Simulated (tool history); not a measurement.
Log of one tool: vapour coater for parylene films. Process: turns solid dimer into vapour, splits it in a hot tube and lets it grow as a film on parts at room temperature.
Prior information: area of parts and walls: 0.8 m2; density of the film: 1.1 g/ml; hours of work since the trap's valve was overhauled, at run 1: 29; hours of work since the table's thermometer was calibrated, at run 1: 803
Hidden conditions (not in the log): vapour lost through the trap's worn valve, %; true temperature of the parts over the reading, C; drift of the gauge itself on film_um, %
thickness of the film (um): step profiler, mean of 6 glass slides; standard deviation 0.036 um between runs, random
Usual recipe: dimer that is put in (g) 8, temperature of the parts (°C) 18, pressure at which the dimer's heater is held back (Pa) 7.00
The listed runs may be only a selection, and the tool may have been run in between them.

run,day,dimer that is put in (g),temperature of the parts (°C),pressure at which the dimer's heater is held back (Pa),hours of work since the trap's valve was overhauled,hours of work since the table's thermometer was calibrated,thickness of the film (um)
1,0.000,8,18,7.00,29,803,4.29
2,1.550,8,18,7.00,52,826,4.24
3,3.638,8,18,7.00,82,856,4.22
4,5.162,8,18,7.00,104,878,4.16
5,7.125,8,18,7.00,133,907,4.16
6,9.500,8,18,7.00,167,942,4.19
7,12.479,12,18,7.00,211,985,6.14
8,14.512,8,18,4.96,240,1015,4.42
9,17.425,10,18,4.96,283,1057,5.45
10,19.254,10,18,4.96,309,1084,5.37
11,21.175,10,18,4.96,337,1112,5.44
12,23.867,10,18,4.96,376,1151,5.34
13,26.617,5,18,4.96,416,1191,2.62
# day 28.125: table's thermometer calibrated
14,28.788,5,18,4.96,447,10,2.60
15,31.342,8,22,7.00,485,47,3.08
# day 32.012: trap's valve overhauled
16,34.204,8,22,7.00,32,86,3.56
17,36.596,8,22,7.00,67,121,3.54
18,38.596,3,22,7.00,96,150,1.28
19,41.704,4,22,7.00,141,195,1.68
20,44.496,8,18,7.00,182,236,4.07
21,46.425,8,18,7.00,210,264,4.08
22,48.117,8,18,7.00,234,289,4.02
23,51.046,8,30,7.00,277,331,2.28
24,53.171,8,30,7.00,308,362,2.25
25,55.788,8,30,7.00,346,400,2.24
26,57.450,11,11,2.47,370,424,9.44
27,59.371,6,30,5.09,398,452,1.76
28,61.438,12,18,8.94,428,482,5.48
29,62.750,6,18,2.33,447,501,3.77
30,65.446,6,18,2.33,487,541,3.77
# day 65.967: trap's valve overhauled
31,67.150,10,18,8.60,17,563,5.14
32,69.917,10,18,8.60,58,603,5.17
33,71.821,4,18,6.62,85,631,2.17
34,74.475,4,18,6.62,124,670,2.16
35,76.125,4,21,4.98,148,694,1.96
36,77.425,10,21,8.71,167,713,4.38
37,79.467,5,18,8.64,197,742,2.50
38,81.050,5,18,8.64,220,765,2.50
39,83.621,3,18,2.50,257,803,1.96
40,85.033,3,23,7.00,278,823,1.21
41,86.438,9,18,9.32,298,844,4.26
42,89.162,9,19,5.43,338,883,4.61
43,91.617,6,24,7.00,373,919,2.24
44,93.650,6,28,4.92,403,949,2.03
45,95.279,6,28,2.68,427,972,2.34
46,97.804,6,19,7.09,463,1009,2.75
# day 99.850: trap's valve overhauled
47,101.008,6,19,7.09,17,1053,3.08

Predict each of these 3 candidate next runs independently; none follows another, all start after run 47:
A,103.742,7,29,4.41,57,1093,?
B,103.742,6,27,4.38,57,1093,?
C,103.742,6,19,7.09,57,1093,?

run,thickness of the film (um)
A,2.51
B,2.38
C,3.06
Take away the tool's hidden state, keep each run's random variation, and the runs would have read:
run,thickness of the film (um)
A,2.51
B,2.38
C,3.06
